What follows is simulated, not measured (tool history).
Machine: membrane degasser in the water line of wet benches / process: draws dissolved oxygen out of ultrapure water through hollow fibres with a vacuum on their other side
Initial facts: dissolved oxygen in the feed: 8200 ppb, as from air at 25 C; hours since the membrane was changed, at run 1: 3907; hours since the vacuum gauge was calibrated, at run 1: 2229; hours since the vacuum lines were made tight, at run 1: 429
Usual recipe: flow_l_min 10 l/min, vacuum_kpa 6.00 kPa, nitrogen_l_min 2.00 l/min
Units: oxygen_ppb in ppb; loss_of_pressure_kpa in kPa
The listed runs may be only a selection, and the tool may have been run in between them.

run    hour  flow_l_min  vacuum_kpa  nitrogen_l_min  hours since the membrane was changed  hours since the vacuum gauge was calibrated  hours since the vacuum lines were made tight  oxygen_ppb  loss_of_pressure_kpa
  1     0.0          10        6.00            2.00                                  3907                                         2229                                           429        43.7                 30.73
  2   138.1          10        6.00            2.00                                  4045                                         2367                                           567        44.8                 30.89
  3   246.6          10        6.00            2.00                                  4153                                         2475                                           675        45.2                 30.56
  4   419.5          10        6.00            2.00                                  4326                                         2648                                           848        45.6                 30.94
  5   560.0          10        6.00            2.00                                  4467                                         2789                                           989        46.5                 30.62
  6   745.6          10        6.00            2.00                                  4652                                         2974                                          1174        45.6                 30.73
  7   928.9          10        6.00            2.00                                  4835                                         3158                                          1357        45.6                 31.06
     1081.4  -- vacuum gauge calibrated
  8  1082.0          10       12.86            2.00                                  4988                                            1                                          1510       130.1                 30.94
  9  1206.3           8        6.00            2.00                                  5112                                          125                                          1634        34.5                 24.85
 10  1328.5           8        6.00            2.00                                  5235                                          247                                          1757        35.6                 24.85
 11  1419.0           8        6.00            2.00                                  5325                                          338                                          1847        35.0                 25.35
 12  1589.7           8        6.00            2.00                                  5496                                          508                                          2018        36.0                 25.18
     1741.6  -- vacuum gauge calibrated, once more
 13  1765.1           8        6.00            2.00                                  5671                                           24                                          2193        31.1                 25.39
 14  1906.0           8        6.00            2.00                                  5812                                          164                                          2334        31.2                 25.37
 15  2020.1           8        6.00            2.00                                  5926                                          279                                          2448        31.7                 25.24
 16  2172.0          11        6.00            2.00                                  6078                                          430                                          2600        50.9                 35.07
 17  2276.1           7        5.57            3.40                                  6182                                          534                                          2704        14.4                 22.23
 18  2411.4          14        5.57            3.40                                  6317                                          670                                          2839        56.4                 44.53
     2490.9  -- seals of the vacuum lines changed
 19  2504.6          10        5.86            5.93                                  6408                                          761                                            14        21.8                 31.73
 20  2678.4          10        5.86            5.93                                  6582                                          935                                           188        21.5                 31.85
 21  2862.8          13        8.86            1.94                                  6766                                         1119                                           372       116.4                 41.53
 22  3022.0          16       12.69            5.15                                  6925                                         1278                                           531       125.0                 51.04
 23  3128.8          10       13.39            2.00                                  7032                                         1385                                           638       135.2                 31.74
 24  3217.5           7        6.00            2.00                                  7121                                         1474                                           727        27.0                 22.53
 25  3394.4           7       13.45            2.99                                  7298                                         1651                                           903        63.3                 22.71
 26  3522.6          10        4.11            2.00                                  7426                                         1779                                          1032        22.9                 32.31
 27  3645.9          10        4.11            2.00                                  7549                                         1902                                          1155        24.3                 32.46
 28  3800.9           9        7.26            1.51                                  7704                                         2057                                          1310        67.6                 29.13
 29  3901.5           7        5.05            2.48                                  7805                                         2158                                          1411        16.6                 22.94
 30  4066.7           9        9.70            2.00                                  7970                                         2323                                          1576        80.6                 29.33
 31  4242.1           9       10.34            3.29                                  8146                                         2499                                          1751        57.8                 29.30
 32  4411.3           9       10.34            3.29                                  8315                                         2668                                          1920        57.6                 29.42

Hidden state at the last listed run before each entry between runs and at the first one after, where it differs:
Logged between run 7 and run 8: vacuum gauge calibrated (hour 1081.4)
  membrane still open, %: 92.5 -> 92.2; true pressure behind the membrane over the reading, kPa: 0.29 -> 0.39; air that leaks in behind the membrane, l/min: 0.0042 -> 0.0044
  measured result minus the result with no hidden state, oxygen_ppb: +7.3 -> +9.0 ppb; loss_of_pressure_kpa: +2.33 -> +2.41 kPa
Logged between run 12 and run 13: vacuum gauge calibrated, once more (hour 1741.6)
  membrane still open, %: 91.5 -> 91.3; true pressure behind the membrane over the reading, kPa: 0.43 -> -0.01; air that leaks in behind the membrane, l/min: 0.0051 -> 0.0053
  measured result minus the result with no hidden state, oxygen_ppb: +6.3 -> +2.1 ppb; loss_of_pressure_kpa: +2.12 -> +2.19 kPa
Logged between run 18 and run 19: seals of the vacuum lines changed (hour 2490.9)
  membrane still open, %: 90.4 -> 90.2; true pressure behind the membrane over the reading, kPa: 0.04 -> 0.05; air that leaks in behind the membrane, l/min: 0.0062 -> 0.0011
  measured result minus the result with no hidden state, oxygen_ppb: +15.0 -> +5.3 ppb; loss_of_pressure_kpa: +4.29 -> +3.10 kPa
